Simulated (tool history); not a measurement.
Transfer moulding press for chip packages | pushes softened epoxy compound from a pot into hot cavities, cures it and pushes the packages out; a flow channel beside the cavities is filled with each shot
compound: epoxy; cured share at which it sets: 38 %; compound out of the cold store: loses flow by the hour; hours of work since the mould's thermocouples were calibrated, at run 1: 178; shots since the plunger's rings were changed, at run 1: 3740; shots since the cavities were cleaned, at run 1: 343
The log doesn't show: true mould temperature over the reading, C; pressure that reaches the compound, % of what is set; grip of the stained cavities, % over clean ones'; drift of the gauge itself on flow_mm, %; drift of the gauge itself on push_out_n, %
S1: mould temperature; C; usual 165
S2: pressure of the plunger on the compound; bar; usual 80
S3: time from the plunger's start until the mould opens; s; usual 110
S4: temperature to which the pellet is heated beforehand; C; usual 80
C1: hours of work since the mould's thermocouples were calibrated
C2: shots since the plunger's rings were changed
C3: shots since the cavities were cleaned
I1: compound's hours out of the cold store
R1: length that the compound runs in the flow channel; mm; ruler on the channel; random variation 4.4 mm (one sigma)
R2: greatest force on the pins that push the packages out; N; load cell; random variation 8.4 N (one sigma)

run 1 day=0 | S1=165 S2=80 S3=110 S4=80 | C1=178 C2=3740 C3=343 | I1=47.7 | R1=447 R2=640
run 2 day=0.229 | S1=162 S2=80 S3=110 S4=80 | C1=182 C2=3803 C3=406 | I1=13.9 | R1=510 R2=781
run 3 day=0.617 | S1=162 S2=80 S3=110 S4=80 | C1=189 C2=3908 C3=511 | I1=38.7 | R1=471 R2=755
run 4 day=1.054 | S1=162 S2=80 S3=110 S4=80 | C1=196 C2=4027 C3=630 | I1=31.8 | R1=477 R2=827
run 5 day=1.254 | S1=165 S2=80 S3=110 S4=80 | C1=200 C2=4081 C3=684 | I1=39.3 | R1=461 R2=766
run 6 day=1.567 | S1=165 S2=80 S3=110 S4=80 | C1=206 C2=4167 C3=770 | I1=29.8 | R1=472 R2=751
run 7 day=1.892 | S1=165 S2=80 S3=110 S4=80 | C1=211 C2=4255 C3=858 | I1=37.2 | R1=468 R2=796
run 8 day=2.117 | S1=165 S2=80 S3=110 S4=80 | C1=215 C2=4317 C3=920 | I1=12.6 | R1=514 R2=819
run 9 day=2.312 | S1=157 S2=80 S3=110 S4=80 | C1=219 C2=4370 C3=973 | I1=10 | R1=521 R2=1232
run 10 day=2.554 | S1=157 S2=86 S3=110 S4=80 | C1=223 C2=4435 C3=1038 | I1=46.2 | R1=483 R2=1123
-- day=2.704 cavities cleaned with cleaning compound and waxed
run 11 day=3.017 | S1=159 S2=80 S3=110 S4=80 | C1=230 C2=4544 C3=85 | I1=24.2 | R1=489 R2=637
run 12 day=3.212 | S1=159 S2=80 S3=110 S4=80 | C1=234 C2=4598 C3=139 | I1=15.7 | R1=509 R2=703
run 13 day=3.642 | S1=159 S2=80 S3=106 S4=80 | C1=241 C2=4714 C3=255 | I1=20.5 | R1=504 R2=873
run 14 day=3.838 | S1=159 S2=80 S3=106 S4=80 | C1=245 C2=4768 C3=309 | I1=30.9 | R1=480 R2=906
run 15 day=4.129 | S1=159 S2=80 S3=106 S4=80 | C1=250 C2=4847 C3=388 | I1=24 | R1=490 R2=945
run 16 day=4.521 | S1=165 S2=99 S3=110 S4=80 | C1=257 C2=4955 C3=496 | I1=12.3 | R1=558 R2=711
run 17 day=4.929 | S1=165 S2=99 S3=110 S4=80 | C1=264 C2=5065 C3=606 | I1=11.9 | R1=553 R2=741
run 18 day=5.142 | S1=165 S2=99 S3=110 S4=80 | C1=268 C2=5123 C3=664 | I1=26 | R1=540 R2=769
run 19 day=5.5 | S1=165 S2=99 S3=110 S4=80 | C1=274 C2=5221 C3=762 | I1=29.3 | R1=531 R2=793
run 20 day=5.829 | S1=165 S2=80 S3=110 S4=74 | C1=280 C2=5311 C3=852 | I1=34.1 | R1=471 R2=775
run 21 day=6.192 | S1=159 S2=78.4 S3=110 S4=74 | C1=286 C2=5409 C3=950 | I1=16.2 | R1=487 R2=1094
-- day=6.658 cavities cleaned with cleaning compound and waxed
run 22 day=6.688 | S1=159 S2=78.4 S3=110 S4=74 | C1=294 C2=5526 C3=7 | I1=17.6 | R1=500 R2=543
run 23 day=6.979 | S1=165 S2=89.4 S3=123 S4=90 | C1=299 C2=5607 C3=88 | I1=20.2 | R1=513 R2=462
run 24 day=7.188 | S1=165 S2=99.2 S3=93 S4=77 | C1=303 C2=5663 C3=144 | I1=42.7 | R1=499 R2=675
run 25 day=7.633 | S1=168 S2=80 S3=110 S4=80 | C1=311 C2=5785 C3=266 | I1=26 | R1=470 R2=567
run 26 day=7.908 | S1=168 S2=80 S3=110 S4=80 | C1=316 C2=5859 C3=340 | I1=30.6 | R1=460 R2=614

The next listed run, before its measurement:
run 27 day=8.158 | S1=168 S2=80 S3=110 S4=80 | C1=320 C2=5927 C3=408 | I1=30.5 | R1=? R2=?

{"run 27": {"R1": 461, "R2": 652}}
Without the tool's hidden state the same run would have given R1 497 mm, R2 356 N.
